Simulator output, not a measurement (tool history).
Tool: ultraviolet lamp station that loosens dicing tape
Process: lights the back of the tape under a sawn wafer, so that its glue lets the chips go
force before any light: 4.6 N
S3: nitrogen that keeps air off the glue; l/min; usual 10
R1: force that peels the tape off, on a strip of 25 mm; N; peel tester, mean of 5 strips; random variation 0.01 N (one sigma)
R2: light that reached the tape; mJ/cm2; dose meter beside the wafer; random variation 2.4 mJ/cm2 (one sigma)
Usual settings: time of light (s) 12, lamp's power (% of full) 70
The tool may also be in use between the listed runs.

run 1 hour=0 | time_of_light_(s)=12 lamp's_power_(%_of_full)=70 S3=10 | R1=0.597 R2=209
run 2 hour=55.1 | time_of_light_(s)=12 lamp's_power_(%_of_full)=70 S3=10 | R1=0.632 R2=203
run 3 hour=104.6 | time_of_light_(s)=12 lamp's_power_(%_of_full)=70 S3=10 | R1=0.619 R2=199
run 4 hour=158.7 | time_of_light_(s)=12 lamp's_power_(%_of_full)=70 S3=10 | R1=0.679 R2=195
run 5 hour=215.4 | time_of_light_(s)=12 lamp's_power_(%_of_full)=70 S3=10 | R1=0.722 R2=189
run 6 hour=262.8 | time_of_light_(s)=12 lamp's_power_(%_of_full)=70 S3=5 | R1=1.053 R2=187
run 7 hour=313.6 | time_of_light_(s)=12 lamp's_power_(%_of_full)=70 S3=9 | R1=0.814 R2=177
run 8 hour=363.3 | time_of_light_(s)=12 lamp's_power_(%_of_full)=63 S3=9 | R1=0.987 R2=155
run 9 hour=423.5 | time_of_light_(s)=12 lamp's_power_(%_of_full)=61 S3=9 | R1=1.075 R2=147
run 10 hour=472 | time_of_light_(s)=12 lamp's_power_(%_of_full)=61 S3=9 | R1=1.086 R2=145
run 11 hour=519.9 | time_of_light_(s)=12 lamp's_power_(%_of_full)=70 S3=10 | R1=0.925 R2=161
-- hour=550.9 window cleaned of glue's vapour
run 12 hour=576.6 | time_of_light_(s)=12 lamp's_power_(%_of_full)=70 S3=10 | R1=1.101 R2=142
run 13 hour=612.9 | time_of_light_(s)=12 lamp's_power_(%_of_full)=64 S3=10 | R1=1.217 R2=125
run 14 hour=639.9 | time_of_light_(s)=8 lamp's_power_(%_of_full)=71 S3=10 | R1=1.75 R2=91
run 15 hour=670.3 | time_of_light_(s)=9 lamp's_power_(%_of_full)=91 S3=10 | R1=1.177 R2=131
run 16 hour=727.4 | time_of_light_(s)=12 lamp's_power_(%_of_full)=73 S3=15 | R1=0.981 R2=133
run 17 hour=783.9 | time_of_light_(s)=6 lamp's_power_(%_of_full)=80 S3=6 | R1=2.373 R2=72
run 18 hour=841.8 | time_of_light_(s)=6 lamp's_power_(%_of_full)=80 S3=6 | R1=2.364 R2=69
-- hour=862.3 lamp changed
-- hour=866.1 window cleaned of glue's vapour, once more
run 19 hour=870.4 | time_of_light_(s)=12 lamp's_power_(%_of_full)=70 S3=6 | R1=0.551 R2=266

Forecast run 20:
run 20 hour=901.4 | time_of_light_(s)=12 lamp's_power_(%_of_full)=70 S3=6 | R1=? R2=?

{"run 20": {"R1": 0.565, "R2": 263}}
Without the tool's hidden state the same run would have given R1 0.549 N, R2 269 mJ/cm2.
